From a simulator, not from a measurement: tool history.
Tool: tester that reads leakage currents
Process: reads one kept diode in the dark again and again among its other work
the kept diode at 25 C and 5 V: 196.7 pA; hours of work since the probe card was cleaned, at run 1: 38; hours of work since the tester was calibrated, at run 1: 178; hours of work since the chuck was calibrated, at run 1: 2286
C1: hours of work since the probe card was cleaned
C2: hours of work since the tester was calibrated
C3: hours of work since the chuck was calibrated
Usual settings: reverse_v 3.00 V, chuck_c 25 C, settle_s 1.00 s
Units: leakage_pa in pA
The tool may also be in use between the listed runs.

Run 1, hour 0.0: usual settings; C1 38; C2 178; C3 2286. Result: leakage_pa 174.38 pA.
Run 2, hour 20.1: usual settings but settle_s 3.88 s; C1 51; C2 191; C3 2299. Result: leakage_pa 173.76 pA.
Run 3, hour 43.9: usual settings but chuck_c 58 C, settle_s 3.88 s; C1 66; C2 207; C3 2314. Result: leakage_pa 2758.44 pA.
Run 4, hour 86.8: usual settings but chuck_c 58 C, settle_s 3.88 s; C1 94; C2 234; C3 2342. Result: leakage_pa 2755.54 pA.
Run 5, hour 109.1: usual settings; C1 108; C2 249; C3 2356. Result: leakage_pa 175.22 pA.
Run 6, hour 135.2: usual settings; C1 125; C2 266; C3 2373. Result: leakage_pa 174.88 pA.
Run 7, hour 170.5: usual settings; C1 147; C2 288; C3 2396. Result: leakage_pa 176.21 pA.
Run 8, hour 197.3: usual settings; C1 165; C2 306; C3 2413. Result: leakage_pa 175.31 pA.
Run 9, hour 236.4: usual settings; C1 190; C2 331; C3 2439. Result: leakage_pa 175.57 pA.
Run 10, hour 265.4: usual settings but reverse_v 9.28 V, chuck_c 20 C, settle_s 2.19 s; C1 209; C2 349; C3 2457. Result: leakage_pa 173.42 pA.
At hour 288.3: chuck's temperature calibrated.
Run 11, hour 301.7: usual settings but reverse_v 5.66 V, chuck_c 20 C, settle_s 5.27 s; C1 231; C2 371; C3 9. Result: leakage_pa 132.00 pA.
Run 12, hour 343.3: usual settings but reverse_v 5.66 V, chuck_c 20 C, settle_s 5.27 s; C1 258; C2 398; C3 35. Result: leakage_pa 132.51 pA.
Run 13, hour 367.6: usual settings but reverse_v 2.60 V, settle_s 0.98 s; C1 273; C2 414; C3 51. Result: leakage_pa 155.25 pA.
Run 14, hour 413.1: usual settings but reverse_v 2.60 V, settle_s 0.98 s; C1 303; C2 443; C3 80. Result: leakage_pa 156.50 pA.
Run 15, hour 448.3: usual settings but reverse_v 2.60 V, chuck_c 20 C, settle_s 0.98 s; C1 325; C2 466; C3 103. Result: leakage_pa 97.60 pA.
Run 16, hour 467.4: usual settings but reverse_v 2.60 V, chuck_c 20 C, settle_s 0.41 s; C1 338; C2 478; C3 115. Result: leakage_pa 98.02 pA.
Run 17, hour 500.0: usual settings but reverse_v 6.43 V, settle_s 9.16 s; C1 359; C2 499; C3 136. Result: leakage_pa 224.29 pA.
Run 18, hour 533.0: usual settings but reverse_v 4.04 V, chuck_c 56 C, settle_s 9.16 s; C1 380; C2 521; C3 158. Result: leakage_pa 2533.83 pA.

How the hidden state differs across the entries between the runs, from the last listed run before each to the first after it:
Between runs 10 and 11: chuck's temperature calibrated (hour 288.3)
  stray current of the dirty probe card, pA a volt: 0.244 -> 0.268; current scale over the true one, %: -0.04 -> -0.05; true chuck temperature over the reading, C: 0.89 -> 0.14
  measured less the result without the state, leakage_pa: +15.93 -> +3.07 pA
